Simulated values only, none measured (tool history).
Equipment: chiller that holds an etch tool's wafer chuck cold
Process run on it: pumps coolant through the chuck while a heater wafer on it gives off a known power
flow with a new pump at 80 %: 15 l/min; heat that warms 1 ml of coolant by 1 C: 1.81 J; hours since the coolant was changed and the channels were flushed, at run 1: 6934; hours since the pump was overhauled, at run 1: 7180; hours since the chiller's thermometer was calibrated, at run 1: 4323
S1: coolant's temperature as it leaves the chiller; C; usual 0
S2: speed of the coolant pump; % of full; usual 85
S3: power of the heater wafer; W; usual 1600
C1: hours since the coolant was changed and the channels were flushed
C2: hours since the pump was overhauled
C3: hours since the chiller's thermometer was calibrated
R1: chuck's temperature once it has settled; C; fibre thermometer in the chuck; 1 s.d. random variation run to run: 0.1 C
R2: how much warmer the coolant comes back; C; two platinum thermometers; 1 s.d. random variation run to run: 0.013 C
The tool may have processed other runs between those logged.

run	hour	S1	S2	S3	C1	C2	C3	R1	R2
1	0	0	85	1600	6934	7180	4323	14.9	3.49
2	173.2	0	85	1600	7108	7353	4497	15.1	3.53
3	279.7	0	92	1600	7214	7459	4603	13.8	3.22
# hour 406.2: coolant pump overhauled
4	407.7	0	92	1600	7337	2	4726	13	3.04
5	505	0	92	1600	7434	99	4823	13.2	3.03
6	642.4	0	85	1600	7572	236	4961	14.2	3.29
# hour 767.1: chiller's thermometer calibrated
7	812.7	0	85	1600	7741	405	46	14.7	3.31
# hour 900.7: coolant changed, channels flushed
8	969.9	0	85	1600	69	557	197	13	3.33
9	1064.9	0	85	1600	164	652	292	12.9	3.33
10	1174	0	85	1600	273	761	401	13	3.32
11	1346.9	-7	63	1065	446	934	574	4.3	3.08
12	1448.1	-7	90	1025	547	1035	675	0.9	1.99
13	1578.4	-1	95	2105	678	1165	805	14.6	3.86

Estimate the outcome of run 14 from the log above:
14	1664.7	-1	95	2105	764	1252	892	?	?

Run 14 yielded R1 14.7 C, R2 3.89 C.
The same run, on a tool lacking any hidden state, would have yielded R1 14.6 C, R2 3.85 C.
